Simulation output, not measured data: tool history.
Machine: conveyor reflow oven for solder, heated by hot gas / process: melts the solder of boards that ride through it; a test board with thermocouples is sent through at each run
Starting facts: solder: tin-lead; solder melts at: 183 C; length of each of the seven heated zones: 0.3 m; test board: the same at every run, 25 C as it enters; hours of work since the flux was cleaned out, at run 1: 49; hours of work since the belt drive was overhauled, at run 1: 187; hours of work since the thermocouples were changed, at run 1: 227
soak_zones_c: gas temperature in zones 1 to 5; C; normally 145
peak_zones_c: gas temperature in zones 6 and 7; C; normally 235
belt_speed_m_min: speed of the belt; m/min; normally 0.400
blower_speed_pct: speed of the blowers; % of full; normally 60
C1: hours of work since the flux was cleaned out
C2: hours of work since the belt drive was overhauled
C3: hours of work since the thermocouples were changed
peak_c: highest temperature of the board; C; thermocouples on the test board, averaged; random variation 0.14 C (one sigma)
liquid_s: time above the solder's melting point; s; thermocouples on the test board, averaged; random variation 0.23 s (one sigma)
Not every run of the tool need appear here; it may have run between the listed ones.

{"run": 1, "hour": 0.0, "soak_zones_c": 145, "peak_zones_c": 235, "belt_speed_m_min": 0.4, "blower_speed_pct": 60, "C1": 49, "C2": 187, "C3": 227, "peak_c": 218.8, "liquid_s": 72.0}
{"run": 2, "hour": 22.2, "soak_zones_c": 145, "peak_zones_c": 235, "belt_speed_m_min": 0.4, "blower_speed_pct": 60, "C1": 60, "C2": 198, "C3": 238, "peak_c": 218.6, "liquid_s": 72.1}
{"run": 3, "hour": 37.5, "soak_zones_c": 145, "peak_zones_c": 235, "belt_speed_m_min": 0.4, "blower_speed_pct": 60, "C1": 67, "C2": 205, "C3": 245, "peak_c": 218.4, "liquid_s": 71.6}
{"run": 4, "hour": 54.5, "soak_zones_c": 150, "peak_zones_c": 235, "belt_speed_m_min": 0.4, "blower_speed_pct": 60, "C1": 76, "C2": 214, "C3": 254, "peak_c": 219.5, "liquid_s": 75.1}
{"run": 5, "hour": 66.8, "soak_zones_c": 145, "peak_zones_c": 235, "belt_speed_m_min": 0.4, "blower_speed_pct": 88, "C1": 82, "C2": 220, "C3": 260, "peak_c": 225.0, "liquid_s": 78.0}
{"run": 6, "hour": 78.0, "soak_zones_c": 145, "peak_zones_c": 235, "belt_speed_m_min": 0.328, "blower_speed_pct": 88, "C1": 87, "C2": 225, "C3": 265, "peak_c": 228.7, "liquid_s": 98.4}
{"run": 7, "hour": 95.5, "soak_zones_c": 145, "peak_zones_c": 235, "belt_speed_m_min": 0.328, "blower_speed_pct": 88, "C1": 96, "C2": 234, "C3": 274, "peak_c": 228.9, "liquid_s": 98.8}
{"run": 8, "hour": 121.1, "soak_zones_c": 148, "peak_zones_c": 244, "belt_speed_m_min": 0.479, "blower_speed_pct": 56, "C1": 109, "C2": 247, "C3": 287, "peak_c": 218.6, "liquid_s": 59.6}
{"run": 9, "hour": 133.8, "soak_zones_c": 151, "peak_zones_c": 235, "belt_speed_m_min": 0.462, "blower_speed_pct": 56, "C1": 115, "C2": 253, "C3": 293, "peak_c": 213.5, "liquid_s": 59.1}
{"run": 10, "hour": 153.3, "soak_zones_c": 155, "peak_zones_c": 235, "belt_speed_m_min": 0.4, "blower_speed_pct": 55, "C1": 125, "C2": 263, "C3": 303, "peak_c": 218.4, "liquid_s": 76.4}
{"run": 11, "hour": 169.2, "soak_zones_c": 145, "peak_zones_c": 235, "belt_speed_m_min": 0.36, "blower_speed_pct": 53, "C1": 132, "C2": 270, "C3": 310, "peak_c": 219.2, "liquid_s": 81.1}
{"run": 12, "hour": 194.4, "soak_zones_c": 145, "peak_zones_c": 240, "belt_speed_m_min": 0.444, "blower_speed_pct": 53, "C1": 145, "C2": 283, "C3": 323, "peak_c": 216.2, "liquid_s": 61.6}
{"run": 13, "hour": 218.2, "soak_zones_c": 145, "peak_zones_c": 225, "belt_speed_m_min": 0.4, "blower_speed_pct": 78, "C1": 157, "C2": 295, "C3": 335, "peak_c": 213.8, "liquid_s": 68.8}
{"run": 14, "hour": 241.6, "soak_zones_c": 145, "peak_zones_c": 225, "belt_speed_m_min": 0.4, "blower_speed_pct": 78, "C1": 168, "C2": 306, "C3": 346, "peak_c": 213.6, "liquid_s": 68.8}

3 options for the next run, each taken on its own from the tool as it stands now. Forecast them:
{"hour": 249.8, "done": "flux residue cleaned out of gas plates and filters"}
{"run": "A", "hour": 269.3, "soak_zones_c": 136, "peak_zones_c": 240, "belt_speed_m_min": 0.4, "blower_speed_pct": 65, "C1": 10, "C2": 317, "C3": 357, "peak_c": "?", "liquid_s": "?"}
{"hour": 249.8, "done": "flux residue cleaned out of gas plates and filters"}
{"run": "B", "hour": 269.3, "soak_zones_c": 145, "peak_zones_c": 235, "belt_speed_m_min": 0.4, "blower_speed_pct": 62, "C1": 10, "C2": 317, "C3": 357, "peak_c": "?", "liquid_s": "?"}
{"hour": 249.8, "done": "flux residue cleaned out of gas plates and filters"}
{"run": "C", "hour": 269.3, "soak_zones_c": 151, "peak_zones_c": 225, "belt_speed_m_min": 0.4, "blower_speed_pct": 78, "C1": 10, "C2": 317, "C3": 357, "peak_c": "?", "liquid_s": "?"}

run=A peak_c=223.4 liquid_s=72.5
run=B peak_c=219.5 liquid_s=73.2
run=C peak_c=215.4 liquid_s=73.6
The same runs, with their run-to-run variation unchanged, on a tool lacking any hidden condition would have given:
run=A peak_c=223.8 liquid_s=72.3
run=B peak_c=219.8 liquid_s=73.0
run=C peak_c=215.8 liquid_s=73.5
